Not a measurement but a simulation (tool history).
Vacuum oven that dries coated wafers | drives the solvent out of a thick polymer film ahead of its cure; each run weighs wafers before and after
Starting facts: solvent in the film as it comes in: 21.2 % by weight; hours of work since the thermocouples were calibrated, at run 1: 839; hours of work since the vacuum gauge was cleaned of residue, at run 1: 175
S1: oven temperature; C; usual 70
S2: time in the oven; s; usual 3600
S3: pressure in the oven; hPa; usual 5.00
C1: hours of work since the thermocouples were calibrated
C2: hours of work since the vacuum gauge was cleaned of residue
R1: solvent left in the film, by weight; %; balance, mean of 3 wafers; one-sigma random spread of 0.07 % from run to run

run	hour	S1	S2	S3	C1	C2	R1
1	0.0	70	3600	5.00	839	175	5.26
2	7.1	70	3600	5.00	843	179	5.33
3	15.1	70	3600	5.00	847	184	5.24
4	24.9	70	3600	5.00	853	190	5.32
5	30.3	70	3600	5.00	856	193	5.39
6	38.8	70	3600	5.00	861	198	5.33
7	51.4	70	3600	5.00	868	205	5.39
8	58.2	70	3600	5.00	872	209	5.27
9	67.8	70	3600	5.00	877	214	5.46
10	73.5	70	3600	5.00	881	217	5.40
11	86.2	77	3600	5.00	888	225	3.31
12	95.7	70	3600	5.00	894	230	5.31
13	102.2	70	3600	5.00	897	234	5.39
14	107.9	70	3600	14.73	901	237	5.62
15	113.4	70	3600	14.73	904	240	5.57
16	119.1	70	3600	4.44	907	244	5.39
17	129.0	70	3600	12.77	913	249	5.69
18	137.3	70	3600	12.77	917	254	5.73
19	146.1	55	3600	5.00	923	259	10.29
20	151.8	55	3600	5.00	926	262	10.50
21	157.4	70	4980	5.00	929	266	3.58
# hour 159.9: vacuum gauge cleaned of residue and calibrated
22	165.3	70	4980	5.00	933	3	3.61
23	175.5	70	4980	5.00	939	9	3.52
24	184.6	58	6120	5.00	944	14	6.25
25	196.5	58	6120	5.00	951	21	6.36
# hour 206.6: vacuum gauge cleaned of residue and calibrated, once more
26	206.6	70	3600	4.45	956	0	5.31
27	214.2	61	1980	4.27	960	4	11.57
28	219.6	59	3600	7.91	963	7	9.25
29	231.2	70	5460	2.68	970	14	2.89
30	243.2	70	5460	2.68	977	21	3.06
31	252.9	70	3600	4.23	982	27	5.42
32	259.8	57	4440	5.87	986	31	8.65
33	266.4	78	3600	8.10	990	34	2.95
34	274.1	78	3600	8.10	994	39	2.98
35	286.7	78	3600	8.10	1002	46	3.14
36	292.8	70	3060	3.31	1005	50	6.38
37	302.4	69	6420	5.00	1011	55	2.51
38	315.2	76	3600	9.57	1018	62	3.70
39	327.9	79	3300	19.82	1025	70	3.52
40	336.3	74	3840	5.00	1030	75	3.82
41	344.6	66	3360	3.17	1035	79	7.19
42	354.7	66	3360	3.17	1041	85	7.23
43	367.3	66	3360	3.17	1048	92	7.04
44	372.7	70	3240	7.84	1051	96	6.12
45	385.3	58	4500	6.96	1058	103	8.16
46	397.6	58	5220	7.85	1065	110	7.32

Each run again, without the hidden state but with its own random variation kept:
Hidden state present: true wafer temperature over the reading, C; true pressure over the reading, kPa; drift of the gauge itself on solvent_pct, %.
run	R1
1	4.87
2	4.93
3	4.85
4	4.92
5	4.98
6	4.92
7	4.98
8	4.86
9	5.04
10	4.99
11	2.96
12	4.89
13	4.97
14	5.18
15	5.13
16	4.96
17	5.24
18	5.28
19	9.85
20	10.05
21	3.18
22	3.19
23	3.11
24	5.72
25	5.81
26	4.87
27	11.21
28	8.79
29	2.53
30	2.70
31	4.97
32	8.16
33	2.59
34	2.62
35	2.78
36	5.91
37	2.16
38	3.30
39	3.13
40	3.39
41	6.69
42	6.72
43	6.53
44	5.62
45	7.62
46	6.76
